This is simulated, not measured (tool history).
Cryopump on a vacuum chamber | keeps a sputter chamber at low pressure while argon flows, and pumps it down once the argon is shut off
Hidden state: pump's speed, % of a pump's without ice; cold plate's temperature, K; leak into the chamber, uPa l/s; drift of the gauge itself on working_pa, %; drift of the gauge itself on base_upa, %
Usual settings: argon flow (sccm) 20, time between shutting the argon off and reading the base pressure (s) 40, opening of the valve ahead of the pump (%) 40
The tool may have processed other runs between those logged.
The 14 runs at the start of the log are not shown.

| run | hour | argon flow (sccm) | time between shutting the argon off and reading the base pressure (s) | opening of the valve ahead of the pump (%) | hours of work since the pump was warmed up and emptied | hours of work since the cold head was overhauled | hours of work since the chamber's fittings were tightened | pressure while argon flows (Pa) | pressure after the wait (uPa) |
|---|---|---|---|---|---|---|---|---|---|
| 15 | 1012.7 | 20 | 40 | 40 | 478 | 2089 | 875 | 0.0566 | 1.87 |
|  | 1058.8 | pump warmed up, emptied and cooled again |
| 16 | 1060.1 | 20 | 40 | 40 | 1 | 2126 | 912 | 0.0497 | 1.73 |
| 17 | 1103.1 | 20 | 40 | 40 | 38 | 2163 | 949 | 0.051 | 1.8 |
| 18 | 1202.5 | 11 | 195 | 40 | 125 | 2250 | 1036 | 0.028 | 0.9 |
| 19 | 1261.7 | 32 | 50 | 26 | 176 | 2301 | 1087 | 0.1266 | 1.62 |
| 20 | 1324.5 | 32 | 59 | 20 | 231 | 2356 | 1141 | 0.165 | 1.56 |
| 21 | 1377.4 | 14 | 118 | 34 | 277 | 2402 | 1187 | 0.0433 | 1.23 |
| 22 | 1426.2 | 23 | 118 | 34 | 319 | 2444 | 1230 | 0.0724 | 1.25 |

Expected results for the next run?
| 23 | 1489.1 | 23 | 118 | 34 | 374 | 2499 | 1284 | ? | ? |

{"run 23": {"pressure while argon flows (Pa)": 0.0724, "pressure after the wait (uPa)": 1.38}}
On a tool with no hidden condition, and with the same random variation, this run would have come out at pressure while argon flows (Pa) 0.0669, pressure after the wait (uPa) 0.6.
